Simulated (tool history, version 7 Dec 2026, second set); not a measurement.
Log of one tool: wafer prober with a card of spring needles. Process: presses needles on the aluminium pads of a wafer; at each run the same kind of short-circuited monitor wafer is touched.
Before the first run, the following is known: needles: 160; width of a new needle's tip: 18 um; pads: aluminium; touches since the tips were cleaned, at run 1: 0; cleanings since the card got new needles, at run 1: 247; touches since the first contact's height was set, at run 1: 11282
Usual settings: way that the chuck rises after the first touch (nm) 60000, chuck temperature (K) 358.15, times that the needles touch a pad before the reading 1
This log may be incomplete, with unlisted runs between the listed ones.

run,hour,way that the chuck rises after the first touch (nm),chuck temperature (K),times that the needles touch a pad before the reading,touches since the tips were cleaned,cleanings since the card got new needles,touches since the first contact's height was set,resistance of one needle with its contact and lead (mohm),way that a needle slides on the pad (nm)
1,0.0,60000,358.15,1,0,247,11282,189,11780
# hour 7.8: tips cleaned on abrasive film
# hour 15.6: tips cleaned on abrasive film
# hour 23.4: tips cleaned on abrasive film
# hour 31.2: tips cleaned on abrasive film
2,37.1,60000,315.15,1,1890,251,22988,261,11760
# hour 38.8: tips cleaned on abrasive film
# hour 46.6: tips cleaned on abrasive film
# hour 54.4: tips cleaned on abrasive film
# hour 60.6: tips cleaned on abrasive film
# hour 68.4: tips cleaned on abrasive film
3,72.5,60000,358.15,2,1285,256,34089,220,11720
# hour 75.7: tips cleaned on abrasive film
# hour 83.5: tips cleaned on abrasive film
# hour 91.3: tips cleaned on abrasive film
# hour 99.1: tips cleaned on abrasive film
# hour 106.9: tips cleaned on abrasive film
# hour 114.7: tips cleaned on abrasive film
4,116.6,60000,307.15,1,620,262,47962,209,11570
# hour 121.3: tips cleaned on abrasive film
# hour 129.1: tips cleaned on abrasive film
# hour 136.9: tips cleaned on abrasive film
# hour 144.7: tips cleaned on abrasive film
# hour 151.0: tips cleaned on abrasive film
# hour 158.8: tips cleaned on abrasive film
# hour 165.1: tips cleaned on abrasive film
# hour 171.6: tips cleaned on abrasive film
5,171.6,60000,307.15,1,0,270,65243,179,11490
# hour 179.4: tips cleaned on abrasive film
# hour 187.2: tips cleaned on abrasive film
# hour 195.0: tips cleaned on abrasive film
# hour 201.3: tips cleaned on abrasive film
# hour 209.1: tips cleaned on abrasive film
# hour 216.7: tips cleaned on abrasive film
6,216.7,63000,358.15,1,0,276,79410,184,11970
# hour 224.5: tips cleaned on abrasive film
# hour 232.3: tips cleaned on abrasive film
# hour 238.6: tips cleaned on abrasive film
7,243.4,63000,358.15,1,1537,279,87819,242,11840
# hour 245.0: tips cleaned on abrasive film
# hour 252.9: tips cleaned on abrasive film
# hour 260.7: tips cleaned on abrasive film
# hour 266.9: tips cleaned on abrasive film
# hour 274.7: tips cleaned on abrasive film
# hour 281.0: tips cleaned on abrasive film
8,283.2,63000,358.15,1,693,285,100294,218,11780
# hour 287.9: tips cleaned on abrasive film
# hour 295.7: tips cleaned on abrasive film
# hour 303.5: tips cleaned on abrasive film
# hour 309.7: tips cleaned on abrasive film
# hour 317.5: tips cleaned on abrasive film
# hour 325.3: tips cleaned on abrasive film
9,329.5,60000,394.15,1,1329,291,114874,255,11140
# hour 332.7: tips cleaned on abrasive film
# hour 339.0: tips cleaned on abrasive film
# hour 345.2: tips cleaned on abrasive film
# hour 353.0: tips cleaned on abrasive film
10,357.7,60000,358.15,2,1508,295,123744,233,11030
# hour 359.4: tips cleaned on abrasive film
# hour 367.2: tips cleaned on abrasive film
# hour 373.5: tips cleaned on abrasive film
# hour 381.3: tips cleaned on abrasive film
# hour 387.5: tips cleaned on abrasive film
11,389.8,52000,358.15,3,718,300,133789,209,9340
# hour 394.5: tips cleaned on abrasive film
# hour 402.3: tips cleaned on abrasive film
# hour 408.6: tips cleaned on abrasive film
# hour 410.4: height of the first contact set anew
# hour 416.7: tips cleaned on abrasive film
# hour 424.5: tips cleaned on abrasive film
# hour 430.7: tips cleaned on abrasive film
# hour 438.5: tips cleaned on abrasive film
12,443.3,52000,358.15,3,1516,307,10350,224,10250
# hour 444.9: tips cleaned on abrasive film
# hour 451.2: tips cleaned on abrasive film
# hour 459.0: tips cleaned on abrasive film
# hour 466.8: tips cleaned on abrasive film
# hour 474.6: tips cleaned on abrasive film
# hour 482.4: tips cleaned on abrasive film
13,483.3,56000,338.15,2,296,313,22907,201,10940
# hour 489.5: tips cleaned on abrasive film
# hour 497.3: tips cleaned on abrasive film
# hour 503.6: tips cleaned on abrasive film
# hour 515.6: card fitted with new needles
# hour 523.4: tips cleaned on abrasive film
# hour 530.5: tips cleaned on abrasive film
14,530.5,56000,338.15,2,0,2,4673,176,11070
# hour 536.7: tips cleaned on abrasive film
# hour 544.5: tips cleaned on abrasive film
# hour 550.8: tips cleaned on abrasive film
# hour 558.6: tips cleaned on abrasive film
# hour 566.4: tips cleaned on abrasive film
# hour 574.2: tips cleaned on abrasive film
15,575.3,51000,358.15,2,349,8,18766,192,10050
# hour 581.6: tips cleaned on abrasive film
# hour 589.4: tips cleaned on abrasive film
# hour 597.2: tips cleaned on abrasive film
# hour 605.0: tips cleaned on abrasive film
# hour 612.8: tips cleaned on abrasive film
# hour 620.6: tips cleaned on abrasive film
# hour 627.1: tips cleaned on abrasive film
16,627.1,55000,379.15,2,0,15,35059,183,10700
# hour 633.4: tips cleaned on abrasive film
# hour 641.2: tips cleaned on abrasive film
# hour 649.0: tips cleaned on abrasive film
# hour 656.8: tips cleaned on abrasive film
# hour 664.6: tips cleaned on abrasive film
# hour 670.9: tips cleaned on abrasive film
17,673.4,45000,329.15,1,816,21,49620,219,8590
# hour 678.2: tips cleaned on abrasive film
# hour 686.0: tips cleaned on abrasive film
# hour 693.8: tips cleaned on abrasive film
# hour 701.6: tips cleaned on abrasive film
18,706.6,45000,329.15,1,1595,25,60049,252,8600

Each row is a separate what-if for the run after 18, all from the same tool condition, not one after another. Results?
# hour 708.2: tips cleaned on abrasive film
# hour 716.0: tips cleaned on abrasive film
# hour 723.8: tips cleaned on abrasive film
# hour 731.6: tips cleaned on abrasive film
# hour 739.4: tips cleaned on abrasive film
# hour 745.7: tips cleaned on abrasive film
A,749.0,42000,329.15,1,1053,31,73372,?,?
# hour 708.2: tips cleaned on abrasive film
# hour 716.0: tips cleaned on abrasive film
# hour 723.8: tips cleaned on abrasive film
# hour 731.6: tips cleaned on abrasive film
# hour 739.4: tips cleaned on abrasive film
# hour 745.7: tips cleaned on abrasive film
B,749.0,41000,328.15,2,1053,31,73372,?,?
# hour 708.2: tips cleaned on abrasive film
# hour 716.0: tips cleaned on abrasive film
# hour 723.8: tips cleaned on abrasive film
# hour 731.6: tips cleaned on abrasive film
# hour 739.4: tips cleaned on abrasive film
# hour 745.7: tips cleaned on abrasive film
C,749.0,43000,307.15,1,1053,31,73372,?,?

run,resistance of one needle with its contact and lead (mohm),way that a needle slides on the pad (nm)
A,248,7840
B,220,7660
C,245,8080
Stripped of hidden state, with their random variation kept, the same runs would have yielded:
run,resistance of one needle with its contact and lead (mohm),way that a needle slides on the pad (nm)
A,175,8320
B,174,8140
C,173,8570

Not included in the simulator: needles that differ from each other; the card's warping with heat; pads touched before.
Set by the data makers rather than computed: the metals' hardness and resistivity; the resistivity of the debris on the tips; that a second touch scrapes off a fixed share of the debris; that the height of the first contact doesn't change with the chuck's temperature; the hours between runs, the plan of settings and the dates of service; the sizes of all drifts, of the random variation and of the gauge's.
